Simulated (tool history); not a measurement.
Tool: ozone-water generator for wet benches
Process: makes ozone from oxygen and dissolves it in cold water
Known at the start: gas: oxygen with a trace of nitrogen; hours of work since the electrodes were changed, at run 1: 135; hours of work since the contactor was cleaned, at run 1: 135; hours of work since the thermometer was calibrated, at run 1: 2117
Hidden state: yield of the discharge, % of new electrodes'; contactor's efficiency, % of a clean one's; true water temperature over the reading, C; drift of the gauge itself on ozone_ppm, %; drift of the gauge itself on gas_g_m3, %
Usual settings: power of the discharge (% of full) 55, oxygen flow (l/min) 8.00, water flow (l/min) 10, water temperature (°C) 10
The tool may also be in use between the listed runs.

| run | hour | power of the discharge (% of full) | oxygen flow (l/min) | water flow (l/min) | water temperature (°C) | hours of work since the electrodes were changed | hours of work since the contactor was cleaned | hours of work since the thermometer was calibrated | dissolved ozone (ppm) | ozone in the gas ahead of the water (g/m3) |
|---|---|---|---|---|---|---|---|---|---|---|
| 1 | 0.0 | 55 | 8.00 | 10 | 10 | 135 | 135 | 2117 | 29.8 | 162.7 |
| 2 | 137.0 | 55 | 8.00 | 10 | 10 | 239 | 239 | 2221 | 30.3 | 163.3 |
| 3 | 227.5 | 55 | 8.00 | 10 | 10 | 308 | 308 | 2290 | 30.3 | 161.1 |
| 4 | 418.3 | 55 | 8.00 | 10 | 10 | 453 | 453 | 2435 | 30.3 | 161.5 |
| 5 | 604.3 | 55 | 8.00 | 10 | 10 | 594 | 594 | 2576 | 30.1 | 162.6 |
| 6 | 774.2 | 55 | 8.00 | 10 | 10 | 723 | 723 | 2705 | 29.8 | 160.8 |
| 7 | 927.3 | 55 | 8.00 | 10 | 10 | 839 | 839 | 2821 | 30.3 | 160.4 |
| 8 | 1055.1 | 55 | 9.39 | 10 | 10 | 936 | 936 | 2918 | 29.3 | 147.3 |
| 9 | 1179.0 | 55 | 8.00 | 13 | 17 | 1030 | 1030 | 3013 | 21.3 | 160.9 |
| 10 | 1327.6 | 55 | 8.00 | 10 | 9 | 1143 | 1143 | 3125 | 30.8 | 160.8 |
| 11 | 1510.6 | 89 | 14.07 | 10 | 6 | 1282 | 1282 | 3264 | 42.9 | 177.7 |
| 12 | 1594.7 | 57 | 6.22 | 14 | 7 | 1346 | 1346 | 3328 | 25.3 | 184.9 |
| 13 | 1726.1 | 43 | 4.10 | 15 | 10 | 1446 | 1446 | 3428 | 17.7 | 180.6 |

3 ways to go on from here, each from the tool as it stands after run 13. What would each give?
| A | 1829.0 | 45 | 10.93 | 10 | 12 | 1524 | 1524 | 3506 | ? | ? |
| B | 1829.0 | 43 | 8.75 | 11 | 10 | 1524 | 1524 | 3506 | ? | ? |
| C | 1829.0 | 43 | 7.90 | 15 | 6 | 1524 | 1524 | 3506 | ? | ? |

| run | dissolved ozone (ppm) | ozone in the gas ahead of the water (g/m3) |
|---|---|---|
| A | 22.9 | 116.5 |
| B | 22.6 | 126.0 |
| C | 19.2 | 130.5 |
Without the tool's hidden state the same runs would have given:
| run | dissolved ozone (ppm) | ozone in the gas ahead of the water (g/m3) |
|---|---|---|
| A | 22.9 | 118.7 |
| B | 22.7 | 128.3 |
| C | 19.2 | 132.9 |
